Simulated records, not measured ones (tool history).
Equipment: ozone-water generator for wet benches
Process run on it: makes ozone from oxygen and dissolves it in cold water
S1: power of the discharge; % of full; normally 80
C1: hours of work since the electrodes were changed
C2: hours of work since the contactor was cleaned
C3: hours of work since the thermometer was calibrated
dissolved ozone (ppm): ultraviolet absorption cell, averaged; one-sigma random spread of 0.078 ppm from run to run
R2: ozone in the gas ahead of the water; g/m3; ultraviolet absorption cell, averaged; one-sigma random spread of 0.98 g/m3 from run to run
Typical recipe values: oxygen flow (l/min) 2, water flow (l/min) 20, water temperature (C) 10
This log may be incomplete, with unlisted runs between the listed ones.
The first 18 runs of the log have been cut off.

run 19 hour=1140.3 | S1=56 oxygen_flow_(l/min)=2.45 water_flow_(l/min)=20 water_temperature_(C)=11 | C1=3087 C2=3553 C3=1242 | dissolved_ozone_(ppm)=6.66 R2=123.4
run 20 hour=1197.4 | S1=55 oxygen_flow_(l/min)=2 water_flow_(l/min)=20 water_temperature_(C)=10 | C1=3129 C2=3595 C3=1284 | dissolved_ozone_(ppm)=6.11 R2=131.2
-- hour=1206.5 contactor cleaned
run 21 hour=1255.5 | S1=67 oxygen_flow_(l/min)=2.93 water_flow_(l/min)=14 water_temperature_(C)=10 | C1=3169 C2=36 C3=1324 | dissolved_ozone_(ppm)=11.17 R2=127.3
run 22 hour=1314.5 | S1=67 oxygen_flow_(l/min)=2.93 water_flow_(l/min)=14 water_temperature_(C)=10 | C1=3212 C2=79 C3=1367 | dissolved_ozone_(ppm)=11.23 R2=127.1
run 23 hour=1400 | S1=67 oxygen_flow_(l/min)=2.93 water_flow_(l/min)=14 water_temperature_(C)=10 | C1=3275 C2=142 C3=1430 | dissolved_ozone_(ppm)=11.33 R2=125.7
-- hour=1468.2 contactor cleaned, once more
run 24 hour=1469.2 | S1=54 oxygen_flow_(l/min)=2 water_flow_(l/min)=27 water_temperature_(C)=10 | C1=3323 C2=1 C3=1478 | dissolved_ozone_(ppm)=4.32 R2=128.9
run 25 hour=1530.9 | S1=47 oxygen_flow_(l/min)=2.14 water_flow_(l/min)=16 water_temperature_(C)=8 | C1=3368 C2=46 C3=1523 | dissolved_ozone_(ppm)=7.71 R2=116.5
run 26 hour=1600 | S1=52 oxygen_flow_(l/min)=2.14 water_flow_(l/min)=14 water_temperature_(C)=8 | C1=3419 C2=97 C3=1574 | dissolved_ozone_(ppm)=9.49 R2=122.2
run 27 hour=1684.8 | S1=52 oxygen_flow_(l/min)=2.14 water_flow_(l/min)=14 water_temperature_(C)=8 | C1=3481 C2=159 C3=1636 | dissolved_ozone_(ppm)=9.56 R2=122.7
run 28 hour=1744 | S1=52 oxygen_flow_(l/min)=2.14 water_flow_(l/min)=14 water_temperature_(C)=8 | C1=3524 C2=202 C3=1679 | dissolved_ozone_(ppm)=9.27 R2=123
run 29 hour=1817.9 | S1=52 oxygen_flow_(l/min)=2.14 water_flow_(l/min)=14 water_temperature_(C)=8 | C1=3579 C2=257 C3=1734 | dissolved_ozone_(ppm)=9.37 R2=121.9
run 30 hour=1905.3 | S1=52 oxygen_flow_(l/min)=2.14 water_flow_(l/min)=14 water_temperature_(C)=8 | C1=3643 C2=321 C3=1798 | dissolved_ozone_(ppm)=9.41 R2=121.5
run 31 hour=1962.5 | S1=42 oxygen_flow_(l/min)=1.09 water_flow_(l/min)=18 water_temperature_(C)=7 | C1=3685 C2=363 C3=1840 | dissolved_ozone_(ppm)=4.62 R2=138.6
run 32 hour=2018.5 | S1=98 oxygen_flow_(l/min)=3.22 water_flow_(l/min)=20 water_temperature_(C)=11 | C1=3726 C2=404 C3=1881 | dissolved_ozone_(ppm)=10.36 R2=151.6
run 33 hour=2096.4 | S1=98 oxygen_flow_(l/min)=3.22 water_flow_(l/min)=20 water_temperature_(C)=11 | C1=3783 C2=461 C3=1938 | dissolved_ozone_(ppm)=10.44 R2=152.3

Below are 3 alternative next runs, each starting from the tool's condition after run 33. Predict each:
run A hour=2180.4 | S1=41 oxygen_flow_(l/min)=1.82 water_flow_(l/min)=20 water_temperature_(C)=11 | C1=3844 C2=522 C3=2000 | dissolved_ozone_(ppm)=? R2=?
run B hour=2180.4 | S1=70 oxygen_flow_(l/min)=2 water_flow_(l/min)=30 water_temperature_(C)=10 | C1=3844 C2=522 C3=2000 | dissolved_ozone_(ppm)=? R2=?
run C hour=2180.4 | S1=82 oxygen_flow_(l/min)=3.22 water_flow_(l/min)=20 water_temperature_(C)=11 | C1=3844 C2=522 C3=2000 | dissolved_ozone_(ppm)=? R2=?

run=A dissolved_ozone_(ppm)=4.92 R2=113.8
run=B dissolved_ozone_(ppm)=4.36 R2=149.2
run=C dissolved_ozone_(ppm)=9.39 R2=136.7
Without the tool's unlogged condition, the same runs would have read:
run=A dissolved_ozone_(ppm)=5.11 R2=117
run=B dissolved_ozone_(ppm)=4.58 R2=155.3
run=C dissolved_ozone_(ppm)=9.91 R2=142.8
